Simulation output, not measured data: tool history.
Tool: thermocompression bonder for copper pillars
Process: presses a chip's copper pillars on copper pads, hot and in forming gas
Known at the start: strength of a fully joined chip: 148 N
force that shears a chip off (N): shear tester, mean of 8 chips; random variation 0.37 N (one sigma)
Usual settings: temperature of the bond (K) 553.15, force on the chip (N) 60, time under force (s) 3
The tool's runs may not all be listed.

run,hour,temperature of the bond (K),force on the chip (N),time under force (s),force that shears a chip off (N)
1,0.0,553.15,60,3,60.2
2,73.4,553.15,60,3,60.0
# hour 109.6: forming gas filter changed
3,174.2,583.15,60,3,83.8
4,270.5,583.15,60,3,82.9
5,361.7,583.15,72,3,90.6
6,412.7,553.15,60,3,61.7
7,513.3,553.15,60,3,61.0
8,562.3,553.15,60,3,60.3
9,648.0,537.15,60,3,50.3
10,704.1,537.15,60,3,50.0
11,796.5,553.15,60,3,60.2
# hour 817.6: forming gas filter changed
12,856.6,553.15,60,3,62.0
13,948.5,553.15,60,3,61.8
14,1000.2,560.15,60,3,67.3
15,1049.4,545.15,85,8,94.0
16,1149.5,545.15,37,8,61.6
17,1234.7,535.15,81,8,82.6
18,1321.3,526.15,60,8,63.4
19,1366.0,533.15,45,3,39.6
20,1407.5,533.15,45,3,39.8
21,1474.2,533.15,45,3,39.2
# hour 1524.1: forming gas filter changed
22,1540.1,563.15,51,3,63.2
23,1601.0,563.15,51,3,63.2

3 ways to go on from here, each from the tool as it stands after run 23. What would each give?
# hour 1635.6: force cell calibrated
A,1687.8,550.15,51,8,?
# hour 1635.6: force cell calibrated
B,1687.8,563.15,61,3,?
# hour 1635.6: force cell calibrated
C,1687.8,561.15,72,3,?

run,force that shears a chip off (N)
A,75.6
B,67.3
C,72.0
Without the tool's hidden state the same runs would have given:
run,force that shears a chip off (N)
A,79.8
B,71.0
C,75.9

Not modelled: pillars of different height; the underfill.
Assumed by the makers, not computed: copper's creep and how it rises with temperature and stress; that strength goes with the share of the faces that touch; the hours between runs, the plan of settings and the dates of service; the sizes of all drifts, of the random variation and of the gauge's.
